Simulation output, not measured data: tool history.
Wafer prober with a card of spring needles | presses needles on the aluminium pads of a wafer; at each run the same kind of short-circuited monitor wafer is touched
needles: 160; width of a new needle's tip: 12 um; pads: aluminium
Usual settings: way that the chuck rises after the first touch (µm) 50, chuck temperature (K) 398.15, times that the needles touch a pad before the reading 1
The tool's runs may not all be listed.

| run | hour | way that the chuck rises after the first touch (µm) | chuck temperature (K) | times that the needles touch a pad before the reading | resistance of one needle with its contact and lead (mohm) | way that a needle slides on the pad (µm) |
|---|---|---|---|---|---|---|
| 1 | 0.0 | 50 | 398.15 | 1 | 474 | 12.25 |
|  | 0.8 | tips cleaned on abrasive film |
|  | 4.4 | tips cleaned on abrasive film |
|  | 8.1 | tips cleaned on abrasive film |
| 2 | 10.5 | 37 | 398.15 | 1 | 639 | 8.91 |
|  | 11.3 | tips cleaned on abrasive film |
|  | 14.9 | tips cleaned on abrasive film |
|  | 18.5 | tips cleaned on abrasive film |
|  | 22.1 | tips cleaned on abrasive film |
| 3 | 23.1 | 50 | 398.15 | 1 | 372 | 12.21 |
|  | 25.3 | tips cleaned on abrasive film |
|  | 29.0 | tips cleaned on abrasive film |
| 4 | 29.6 | 50 | 388.15 | 1 | 366 | 12.13 |
|  | 32.5 | tips cleaned on abrasive film |
|  | 35.5 | tips cleaned on abrasive film |
|  | 38.4 | tips cleaned on abrasive film |
| 5 | 39.3 | 50 | 398.15 | 1 | 383 | 11.96 |
|  | 41.6 | tips cleaned on abrasive film |
|  | 45.2 | tips cleaned on abrasive film |
|  | 48.1 | tips cleaned on abrasive film |
| 6 | 51.0 | 65 | 398.15 | 1 | 424 | 15.57 |
|  | 51.8 | tips cleaned on abrasive film |
|  | 55.4 | tips cleaned on abrasive film |
|  | 59.1 | tips cleaned on abrasive film |
| 7 | 61.7 | 65 | 398.15 | 1 | 425 | 15.58 |
|  | 62.5 | tips cleaned on abrasive film |
|  | 66.2 | tips cleaned on abrasive film |
|  | 69.8 | tips cleaned on abrasive film |
|  | 73.3 | tips cleaned on abrasive film |
| 8 | 73.3 | 65 | 398.15 | 1 | 298 | 15.49 |
|  | 76.3 | tips cleaned on abrasive film |
|  | 79.2 | tips cleaned on abrasive film |
| 9 | 80.8 | 65 | 398.15 | 1 | 387 | 15.34 |
|  | 82.4 | tips cleaned on abrasive film |
|  | 86.0 | tips cleaned on abrasive film |
|  | 88.9 | tips cleaned on abrasive film |
|  | 92.2 | tips cleaned on abrasive film |
| 10 | 92.2 | 65 | 398.15 | 1 | 306 | 15.29 |
|  | 95.9 | tips cleaned on abrasive film |
|  | 98.3 | height of the first contact set anew |
|  | 99.8 | tips cleaned on abrasive film |
|  | 103.4 | tips cleaned on abrasive film |
| 11 | 103.5 | 65 | 398.15 | 1 | 298 | 16.27 |
|  | 106.4 | tips cleaned on abrasive film |
|  | 110.1 | tips cleaned on abrasive film |
|  | 113.7 | tips cleaned on abrasive film |
|  | 116.7 | tips cleaned on abrasive film |
| 12 | 118.6 | 65 | 398.15 | 1 | 379 | 16.09 |
|  | 120.2 | tips cleaned on abrasive film |
|  | 123.8 | tips cleaned on abrasive film |
|  | 127.4 | tips cleaned on abrasive film |
| 13 | 128.6 | 43 | 398.15 | 1 | 482 | 10.64 |
|  | 130.8 | tips cleaned on abrasive film |
|  | 134.4 | tips cleaned on abrasive film |
| 14 | 136.6 | 41 | 348.15 | 2 | 475 | 9.92 |
|  | 137.4 | tips cleaned on abrasive film |
|  | 141.0 | tips cleaned on abrasive film |
|  | 144.6 | tips cleaned on abrasive film |
|  | 147.5 | tips cleaned on abrasive film |
| 15 | 149.1 | 50 | 398.15 | 2 | 399 | 12.09 |
|  | 150.6 | tips cleaned on abrasive film |
|  | 154.3 | tips cleaned on abrasive film |
|  | 157.9 | tips cleaned on abrasive film |
|  | 161.6 | tips cleaned on abrasive film |
| 16 | 161.7 | 50 | 398.15 | 2 | 320 | 12.04 |
|  | 164.7 | tips cleaned on abrasive film |
|  | 168.3 | tips cleaned on abrasive film |
|  | 172.0 | tips cleaned on abrasive film |
|  | 174.9 | tips cleaned on abrasive film |
| 17 | 177.3 | 55 | 382.15 | 1 | 458 | 13.02 |
|  | 178.1 | tips cleaned on abrasive film |
|  | 181.8 | tips cleaned on abrasive film |
|  | 184.8 | tips cleaned on abrasive film |
| 18 | 185.3 | 50 | 314.15 | 2 | 319 | 11.73 |
|  | 188.1 | tips cleaned on abrasive film |
|  | 191.8 | tips cleaned on abrasive film |
|  | 194.7 | tips cleaned on abrasive film |
| 19 | 195.7 | 50 | 314.15 | 2 | 364 | 11.70 |
|  | 198.0 | tips cleaned on abrasive film |
|  | 201.6 | tips cleaned on abrasive film |
| 20 | 203.1 | 50 | 312.15 | 1 | 470 | 11.63 |
|  | 204.6 | tips cleaned on abrasive film |
|  | 207.6 | tips cleaned on abrasive film |
|  | 211.3 | tips cleaned on abrasive film |
|  | 214.2 | tips cleaned on abrasive film |
|  | 217.9 | tips cleaned on abrasive film |
| 21 | 218.0 | 52 | 367.15 | 2 | 307 | 12.08 |
|  | 221.0 | tips cleaned on abrasive film |
|  | 224.5 | tips cleaned on abrasive film |
|  | 228.2 | tips cleaned on abrasive film |
| 22 | 230.7 | 66 | 342.15 | 3 | 327 | 15.56 |
|  | 231.5 | tips cleaned on abrasive film |
|  | 231.8 | height of the first contact set anew |
|  | 235.5 | tips cleaned on abrasive film |
|  | 238.4 | tips cleaned on abrasive film |
|  | 242.1 | tips cleaned on abrasive film |
|  | 245.2 | tips cleaned on abrasive film |
| 23 | 245.2 | 39 | 398.15 | 2 | 348 | 9.68 |
|  | 248.9 | tips cleaned on abrasive film |
|  | 252.5 | tips cleaned on abrasive film |
|  | 256.2 | tips cleaned on abrasive film |
|  | 259.8 | tips cleaned on abrasive film |
| 24 | 260.7 | 39 | 398.15 | 2 | 422 | 9.68 |
|  | 262.9 | tips cleaned on abrasive film |
|  | 266.6 | tips cleaned on abrasive film |
|  | 270.2 | tips cleaned on abrasive film |
|  | 273.9 | tips cleaned on abrasive film |
| 25 | 275.6 | 39 | 328.15 | 1 | 656 | 9.48 |

Forecast each of these 4 alternatives for the next run:
|  | 277.1 | tips cleaned on abrasive film |
|  | 280.0 | tips cleaned on abrasive film |
|  | 283.5 | tips cleaned on abrasive film |
| A | 283.5 | 39 | 328.15 | 2 | ? | ? |
|  | 277.1 | tips cleaned on abrasive film |
|  | 280.0 | tips cleaned on abrasive film |
|  | 283.5 | tips cleaned on abrasive film |
| B | 283.5 | 58 | 311.15 | 2 | ? | ? |
|  | 277.1 | tips cleaned on abrasive film |
|  | 280.0 | tips cleaned on abrasive film |
|  | 283.5 | tips cleaned on abrasive film |
| C | 283.5 | 37 | 398.15 | 2 | ? | ? |
|  | 277.1 | tips cleaned on abrasive film |
|  | 280.0 | tips cleaned on abrasive film |
|  | 283.5 | tips cleaned on abrasive film |
| D | 283.5 | 36 | 304.15 | 2 | ? | ? |

| run | resistance of one needle with its contact and lead (mohm) | way that a needle slides on the pad (µm) |
|---|---|---|
| A | 331 | 9.25 |
| B | 288 | 14.12 |
| C | 361 | 8.89 |
| D | 340 | 8.63 |
Without the tool's hidden state the same runs would have given:
| run | resistance of one needle with its contact and lead (mohm) | way that a needle slides on the pad (µm) |
|---|---|---|
| A | 278 | 9.64 |
| B | 261 | 14.52 |
| C | 304 | 9.29 |
| D | 277 | 9.02 |
